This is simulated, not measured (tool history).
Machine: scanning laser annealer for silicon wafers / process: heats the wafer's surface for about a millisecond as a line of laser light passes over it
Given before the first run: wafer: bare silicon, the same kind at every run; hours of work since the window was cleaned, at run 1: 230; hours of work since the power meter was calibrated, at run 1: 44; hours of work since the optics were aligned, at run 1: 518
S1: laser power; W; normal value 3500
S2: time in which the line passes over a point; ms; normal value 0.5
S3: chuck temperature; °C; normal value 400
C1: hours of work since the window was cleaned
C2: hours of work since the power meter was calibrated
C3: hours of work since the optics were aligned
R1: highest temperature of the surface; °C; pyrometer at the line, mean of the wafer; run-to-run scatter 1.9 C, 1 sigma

{"run": 1, "hour": 0.0, "S1": 3500, "S2": 0.5, "S3": 400, "C1": 230, "C2": 44, "C3": 518, "R1": 1202}
{"run": 2, "hour": 6.7, "S1": 3500, "S2": 0.5, "S3": 400, "C1": 232, "C2": 47, "C3": 521, "R1": 1202}
{"run": 3, "hour": 13.8, "S1": 3500, "S2": 0.421, "S3": 400, "C1": 236, "C2": 50, "C3": 524, "R1": 1131}
{"run": 4, "hour": 20.6, "S1": 3500, "S2": 0.421, "S3": 400, "C1": 238, "C2": 53, "C3": 527, "R1": 1135}
{"run": 5, "hour": 26.9, "S1": 3500, "S2": 0.5, "S3": 400, "C1": 241, "C2": 55, "C3": 529, "R1": 1204}
{"run": 6, "hour": 31.7, "S1": 3500, "S2": 0.5, "S3": 400, "C1": 243, "C2": 57, "C3": 532, "R1": 1205}
{"run": 7, "hour": 38.0, "S1": 3500, "S2": 0.5, "S3": 400, "C1": 246, "C2": 60, "C3": 534, "R1": 1208}
{"run": 8, "hour": 47.1, "S1": 3500, "S2": 0.5, "S3": 400, "C1": 250, "C2": 64, "C3": 538, "R1": 1204}
{"run": 9, "hour": 52.8, "S1": 3500, "S2": 0.5, "S3": 400, "C1": 252, "C2": 66, "C3": 541, "R1": 1207}
{"run": 10, "hour": 63.7, "S1": 3500, "S2": 0.429, "S3": 400, "C1": 257, "C2": 71, "C3": 545, "R1": 1142}
{"run": 11, "hour": 74.2, "S1": 3500, "S2": 0.5, "S3": 400, "C1": 261, "C2": 76, "C3": 550, "R1": 1204}
{"run": 12, "hour": 83.8, "S1": 3500, "S2": 0.5, "S3": 400, "C1": 266, "C2": 80, "C3": 554, "R1": 1207}
{"run": 13, "hour": 93.9, "S1": 3500, "S2": 0.351, "S3": 400, "C1": 270, "C2": 84, "C3": 558, "R1": 1060}
{"run": 14, "hour": 104.4, "S1": 3500, "S2": 0.351, "S3": 400, "C1": 274, "C2": 89, "C3": 563, "R1": 1063}
{"run": 15, "hour": 113.7, "S1": 3500, "S2": 0.507, "S3": 400, "C1": 278, "C2": 93, "C3": 567, "R1": 1211}
{"run": 16, "hour": 123.4, "S1": 3500, "S2": 0.5, "S3": 400, "C1": 283, "C2": 97, "C3": 571, "R1": 1202}
{"run": 17, "hour": 133.9, "S1": 3500, "S2": 0.5, "S3": 400, "C1": 287, "C2": 101, "C3": 575, "R1": 1204}
{"run": 18, "hour": 142.6, "S1": 3500, "S2": 0.5, "S3": 400, "C1": 291, "C2": 105, "C3": 579, "R1": 1204}
{"run": 19, "hour": 149.6, "S1": 3275, "S2": 0.433, "S3": 415, "C1": 294, "C2": 108, "C3": 582, "R1": 1093}

What will run 20 give?
{"run": 20, "hour": 159.1, "S1": 3097, "S2": 0.433, "S3": 419, "C1": 298, "C2": 112, "C3": 586, "R1": "?"}

{"run 20": {"R1": 1052}}
Had the tool carried no hidden state, the very same run would have given R1 1054 °C.
